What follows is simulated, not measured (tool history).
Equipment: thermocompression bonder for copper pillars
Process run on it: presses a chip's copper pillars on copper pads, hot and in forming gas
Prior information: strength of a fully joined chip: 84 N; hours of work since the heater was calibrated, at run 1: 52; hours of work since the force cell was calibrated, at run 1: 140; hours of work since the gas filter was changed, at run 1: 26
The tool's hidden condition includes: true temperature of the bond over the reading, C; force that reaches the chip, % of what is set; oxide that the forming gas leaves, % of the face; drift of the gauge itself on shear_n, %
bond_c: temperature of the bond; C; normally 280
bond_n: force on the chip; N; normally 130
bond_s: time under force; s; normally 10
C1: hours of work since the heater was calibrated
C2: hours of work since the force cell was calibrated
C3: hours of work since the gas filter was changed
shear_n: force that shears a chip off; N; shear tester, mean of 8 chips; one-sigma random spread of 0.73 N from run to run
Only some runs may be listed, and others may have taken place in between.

{"run": 1, "hour": 0.0, "bond_c": 280, "bond_n": 130, "bond_s": 10, "C1": 52, "C2": 140, "C3": 26, "shear_n": 52.9}
{"run": 2, "hour": 6.1, "bond_c": 280, "bond_n": 130, "bond_s": 10, "C1": 55, "C2": 144, "C3": 30, "shear_n": 52.1}
{"run": 3, "hour": 15.3, "bond_c": 280, "bond_n": 130, "bond_s": 10, "C1": 61, "C2": 149, "C3": 36, "shear_n": 52.2}
{"run": 4, "hour": 24.1, "bond_c": 280, "bond_n": 130, "bond_s": 22, "C1": 66, "C2": 154, "C3": 41, "shear_n": 64.7}
{"run": 5, "hour": 30.1, "bond_c": 280, "bond_n": 130, "bond_s": 22, "C1": 70, "C2": 158, "C3": 44, "shear_n": 63.1}
{"hour": 32.5, "done": "force cell calibrated"}
{"run": 6, "hour": 42.2, "bond_c": 280, "bond_n": 130, "bond_s": 22, "C1": 76, "C2": 6, "C3": 51, "shear_n": 63.2}
{"run": 7, "hour": 54.2, "bond_c": 280, "bond_n": 130, "bond_s": 22, "C1": 83, "C2": 13, "C3": 58, "shear_n": 62.8}
{"run": 8, "hour": 60.2, "bond_c": 280, "bond_n": 130, "bond_s": 22, "C1": 86, "C2": 16, "C3": 61, "shear_n": 64.0}
{"run": 9, "hour": 72.1, "bond_c": 280, "bond_n": 95, "bond_s": 22, "C1": 94, "C2": 23, "C3": 68, "shear_n": 51.9}
{"run": 10, "hour": 83.2, "bond_c": 289, "bond_n": 112, "bond_s": 22, "C1": 100, "C2": 30, "C3": 75, "shear_n": 60.5}
{"run": 11, "hour": 96.3, "bond_c": 280, "bond_n": 78, "bond_s": 17, "C1": 108, "C2": 38, "C3": 83, "shear_n": 40.9}
{"run": 12, "hour": 102.5, "bond_c": 280, "bond_n": 127, "bond_s": 27, "C1": 112, "C2": 42, "C3": 86, "shear_n": 64.3}
{"hour": 106.5, "done": "force cell calibrated, once more"}
{"run": 13, "hour": 113.5, "bond_c": 280, "bond_n": 127, "bond_s": 27, "C1": 117, "C2": 4, "C3": 92, "shear_n": 66.5}

Below, some changes in shear_n between adjacent runs. For each, the amount present without the hidden state too (settings, incoming material, random variation) and the amount remaining for the hidden state with gauge scatter not shared by both compared results:
Run 11 -> 12: bond_n 78 -> 127, bond_s 17 -> 27. shear_n +23.4 N: hidden state -0.5, all else +23.9.
Run 12 -> 13: force cell calibrated, once more. shear_n +2.2 N: hidden state +0.6, all else +1.6.

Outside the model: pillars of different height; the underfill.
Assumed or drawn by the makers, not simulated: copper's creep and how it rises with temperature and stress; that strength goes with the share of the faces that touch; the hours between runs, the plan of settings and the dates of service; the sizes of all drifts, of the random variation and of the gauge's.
